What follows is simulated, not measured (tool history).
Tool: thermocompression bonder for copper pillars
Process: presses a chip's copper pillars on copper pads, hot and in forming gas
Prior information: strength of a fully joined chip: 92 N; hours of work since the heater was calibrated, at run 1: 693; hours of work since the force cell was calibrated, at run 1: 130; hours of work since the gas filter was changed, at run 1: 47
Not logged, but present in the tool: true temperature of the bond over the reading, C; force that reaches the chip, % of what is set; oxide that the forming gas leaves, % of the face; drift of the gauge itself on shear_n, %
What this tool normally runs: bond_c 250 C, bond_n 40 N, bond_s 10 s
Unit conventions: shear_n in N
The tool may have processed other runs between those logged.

| run | hour | bond_c | bond_n | bond_s | hours of work since the heater was calibrated | hours of work since the force cell was calibrated | hours of work since the gas filter was changed | shear_n |
|---|---|---|---|---|---|---|---|---|
| 1 | 0.0 | 250 | 40 | 10 | 693 | 130 | 47 | 45.3 |
| 2 | 10.3 | 250 | 35 | 10 | 701 | 138 | 55 | 39.7 |
| 3 | 20.4 | 250 | 35 | 10 | 709 | 146 | 63 | 39.2 |
| 4 | 28.6 | 250 | 35 | 10 | 715 | 153 | 69 | 40.3 |
| 5 | 36.4 | 250 | 35 | 10 | 721 | 159 | 75 | 39.4 |
| 6 | 43.0 | 250 | 40 | 10 | 726 | 164 | 80 | 45.0 |
| 7 | 57.8 | 250 | 40 | 10 | 738 | 175 | 92 | 44.6 |
| 8 | 69.3 | 250 | 40 | 10 | 747 | 184 | 101 | 44.8 |
| 9 | 80.3 | 250 | 40 | 10 | 755 | 193 | 109 | 44.7 |
| 10 | 90.9 | 250 | 35 | 10 | 764 | 201 | 118 | 39.8 |
| 11 | 102.8 | 250 | 35 | 10 | 773 | 210 | 127 | 39.3 |
| 12 | 109.3 | 250 | 35 | 10 | 778 | 215 | 132 | 39.8 |
| 13 | 124.1 | 250 | 35 | 10 | 789 | 227 | 143 | 39.2 |
| 14 | 136.4 | 250 | 35 | 6 | 799 | 236 | 153 | 32.9 |
| 15 | 145.9 | 250 | 35 | 6 | 806 | 244 | 160 | 33.0 |
| 16 | 156.7 | 250 | 35 | 6 | 815 | 252 | 169 | 32.3 |
| 17 | 167.1 | 246 | 35 | 6 | 823 | 260 | 177 | 30.4 |
| 18 | 180.3 | 261 | 49 | 9 | 833 | 271 | 187 | 57.9 |
| 19 | 186.7 | 256 | 38 | 28 | 838 | 276 | 192 | 62.8 |
| 20 | 196.2 | 246 | 38 | 17 | 845 | 283 | 199 | 48.5 |
| 21 | 208.1 | 270 | 40 | 5 | 855 | 292 | 209 | 46.5 |
| 22 | 222.9 | 270 | 40 | 5 | 866 | 304 | 220 | 46.9 |
| 23 | 235.1 | 250 | 50 | 10 | 876 | 313 | 230 | 53.0 |
| 24 | 243.5 | 250 | 43 | 14 | 882 | 320 | 236 | 52.2 |
| 25 | 249.6 | 250 | 43 | 14 | 887 | 324 | 241 | 52.1 |

Consider 4 possible next runs. They are alternatives, not a sequence: every one starts from the tool as it was left by run 25. What does each give?
| A | 259.6 | 250 | 53 | 14 | 895 | 332 | 249 | ? |
| B | 259.6 | 258 | 43 | 14 | 895 | 332 | 249 | ? |
| C | 259.6 | 268 | 43 | 6 | 895 | 332 | 249 | ? |
| D | 259.6 | 250 | 40 | 10 | 895 | 332 | 249 | ? |

| run | shear_n |
|---|---|
| A | 60.3 |
| B | 57.6 |
| C | 50.5 |
| D | 43.8 |
What these runs would have given with no unlogged condition in the tool:
| run | shear_n |
|---|---|
| A | 58.5 |
| B | 55.7 |
| C | 48.5 |
| D | 41.3 |

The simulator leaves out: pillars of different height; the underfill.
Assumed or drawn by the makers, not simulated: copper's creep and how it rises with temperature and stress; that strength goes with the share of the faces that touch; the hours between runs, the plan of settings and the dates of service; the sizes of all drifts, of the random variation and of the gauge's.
